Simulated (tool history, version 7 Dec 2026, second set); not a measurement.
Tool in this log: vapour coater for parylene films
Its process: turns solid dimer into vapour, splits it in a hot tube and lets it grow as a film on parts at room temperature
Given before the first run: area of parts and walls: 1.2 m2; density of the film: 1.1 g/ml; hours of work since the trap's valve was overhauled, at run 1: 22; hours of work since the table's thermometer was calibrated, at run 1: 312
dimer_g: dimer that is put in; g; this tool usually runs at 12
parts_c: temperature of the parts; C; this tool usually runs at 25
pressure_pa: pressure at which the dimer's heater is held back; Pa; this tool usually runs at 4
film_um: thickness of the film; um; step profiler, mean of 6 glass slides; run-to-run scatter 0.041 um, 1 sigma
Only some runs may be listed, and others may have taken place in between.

run,hour,dimer_g,parts_c,pressure_pa,hours of work since the trap's valve was overhauled,hours of work since the table's thermometer was calibrated,film_um
1,0,12,25,4,22,312,5.46
2,44.6,12,25,4,50,340,5.39
3,71.7,12,25,7.25,67,357,4.72
4,99.1,12,27,4,84,374,4.96
5,138.7,12,27,4,110,400,4.91
6,166.7,12,29,4,127,417,4.52
7,190.2,12,29,4,142,432,4.53
8,221.4,12,25,4,162,452,5.14
9,254.2,12,25,4,182,472,4.99
10,273.3,6,26,9.46,194,484,2.03
11,299.2,18,22,2.06,211,501,9.31
# hour 318: trap's valve overhauled
12,331.4,11,19,4.76,9,519,5.13
13,350.2,9,32,2.06,20,530,3.21
14,391.1,6,23,4.33,46,556,2.47
15,430.4,6,23,4.33,71,581,2.42
16,467.3,14,23,4,94,604,5.77
17,509.7,14,23,4,121,631,5.68
18,538.1,9,21,10.37,139,649,3.17

What if the next run were any one of these 3? Each begins from the tool's condition after run 18:
A,577.7,12,30,4,164,674,?
B,577.7,12,25,4.61,164,674,?
C,577.7,12,20,4.72,164,674,?

run,film_um
A,3.69
B,4.29
C,5.05
With the hidden condition removed and each run's random variation left untouched, the same runs would have given:
run,film_um
A,4.7
B,5.46
C,6.43
